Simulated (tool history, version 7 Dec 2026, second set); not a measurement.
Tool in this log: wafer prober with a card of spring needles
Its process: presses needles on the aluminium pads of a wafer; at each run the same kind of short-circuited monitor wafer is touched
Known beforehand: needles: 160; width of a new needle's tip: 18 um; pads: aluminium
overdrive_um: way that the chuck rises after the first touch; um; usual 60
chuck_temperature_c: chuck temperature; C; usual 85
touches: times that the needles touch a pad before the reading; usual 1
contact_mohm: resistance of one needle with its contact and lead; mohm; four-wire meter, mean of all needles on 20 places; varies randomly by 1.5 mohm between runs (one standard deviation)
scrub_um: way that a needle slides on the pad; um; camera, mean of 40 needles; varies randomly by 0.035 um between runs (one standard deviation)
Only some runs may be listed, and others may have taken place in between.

{"run": 1, "hour": 0.0, "overdrive_um": 60, "chuck_temperature_c": 85, "touches": 1, "contact_mohm": 155, "scrub_um": 16.55}
{"hour": 12.7, "done": "tips cleaned on abrasive film"}
{"hour": 28.4, "done": "tips cleaned on abrasive film"}
{"run": 2, "hour": 28.4, "overdrive_um": 60, "chuck_temperature_c": 26, "touches": 1, "contact_mohm": 136, "scrub_um": 16.5}
{"hour": 43.2, "done": "tips cleaned on abrasive film"}
{"run": 3, "hour": 46.1, "overdrive_um": 60, "chuck_temperature_c": 85, "touches": 1, "contact_mohm": 157, "scrub_um": 16.42}
{"hour": 59.1, "done": "tips cleaned on abrasive film"}
{"run": 4, "hour": 60.6, "overdrive_um": 60, "chuck_temperature_c": 85, "touches": 1, "contact_mohm": 150, "scrub_um": 16.44}
{"hour": 73.9, "done": "tips cleaned on abrasive film"}
{"run": 5, "hour": 84.0, "overdrive_um": 60, "chuck_temperature_c": 85, "touches": 1, "contact_mohm": 170, "scrub_um": 16.5}
{"hour": 90.2, "done": "tips cleaned on abrasive film"}
{"run": 6, "hour": 101.4, "overdrive_um": 60, "chuck_temperature_c": 85, "touches": 1, "contact_mohm": 174, "scrub_um": 16.42}
{"hour": 106.2, "done": "tips cleaned on abrasive film"}
{"run": 7, "hour": 115.4, "overdrive_um": 60, "chuck_temperature_c": 85, "touches": 1, "contact_mohm": 172, "scrub_um": 16.45}
{"hour": 122.4, "done": "tips cleaned on abrasive film"}
{"run": 8, "hour": 130.6, "overdrive_um": 60, "chuck_temperature_c": 85, "touches": 1, "contact_mohm": 166, "scrub_um": 16.36}
{"hour": 138.9, "done": "tips cleaned on abrasive film"}
{"hour": 154.1, "done": "tips cleaned on abrasive film"}
{"run": 9, "hour": 162.7, "overdrive_um": 60, "chuck_temperature_c": 85, "touches": 1, "contact_mohm": 170, "scrub_um": 16.34}
{"hour": 169.7, "done": "tips cleaned on abrasive film"}
{"run": 10, "hour": 183.7, "overdrive_um": 60, "chuck_temperature_c": 85, "touches": 1, "contact_mohm": 176, "scrub_um": 16.35}
{"hour": 185.6, "done": "tips cleaned on abrasive film"}
{"hour": 201.3, "done": "tips cleaned on abrasive film"}
{"run": 11, "hour": 214.1, "overdrive_um": 60, "chuck_temperature_c": 85, "touches": 1, "contact_mohm": 176, "scrub_um": 16.24}
{"hour": 216.6, "done": "tips cleaned on abrasive film"}
{"hour": 233.0, "done": "tips cleaned on abrasive film"}
{"run": 12, "hour": 236.3, "overdrive_um": 60, "chuck_temperature_c": 77, "touches": 1, "contact_mohm": 159, "scrub_um": 16.25}
{"hour": 249.4, "done": "tips cleaned on abrasive film"}
{"run": 13, "hour": 256.2, "overdrive_um": 60, "chuck_temperature_c": 85, "touches": 2, "contact_mohm": 161, "scrub_um": 16.25}
{"hour": 265.1, "done": "tips cleaned on abrasive film"}
{"hour": 273.7, "done": "height of the first contact set anew"}
{"hour": 281.2, "done": "tips cleaned on abrasive film"}
{"run": 14, "hour": 281.2, "overdrive_um": 60, "chuck_temperature_c": 85, "touches": 1, "contact_mohm": 149, "scrub_um": 15.95}
{"hour": 296.6, "done": "tips cleaned on abrasive film"}
{"run": 15, "hour": 306.6, "overdrive_um": 60, "chuck_temperature_c": 85, "touches": 1, "contact_mohm": 177, "scrub_um": 15.93}
{"hour": 311.4, "done": "tips cleaned on abrasive film"}
{"hour": 328.4, "done": "tips cleaned on abrasive film"}
{"run": 16, "hour": 336.3, "overdrive_um": 60, "chuck_temperature_c": 85, "touches": 1, "contact_mohm": 172, "scrub_um": 15.9}
{"hour": 345.0, "done": "tips cleaned on abrasive film"}
{"run": 17, "hour": 349.7, "overdrive_um": 52, "chuck_temperature_c": 111, "touches": 2, "contact_mohm": 170, "scrub_um": 13.7}
{"hour": 359.8, "done": "tips cleaned on abrasive film"}
{"run": 18, "hour": 364.0, "overdrive_um": 60, "chuck_temperature_c": 36, "touches": 1, "contact_mohm": 155, "scrub_um": 15.89}

Forecast run 19:
{"hour": 374.8, "done": "tips cleaned on abrasive film"}
{"run": 19, "hour": 377.8, "overdrive_um": 44, "chuck_temperature_c": 35, "touches": 1, "contact_mohm": "?", "scrub_um": "?"}

contact_mohm: 169 mohm
scrub_um: 11.44 um
The same run, on a tool lacking any hidden state, would have yielded contact_mohm 142 mohm, scrub_um 12.21 um.
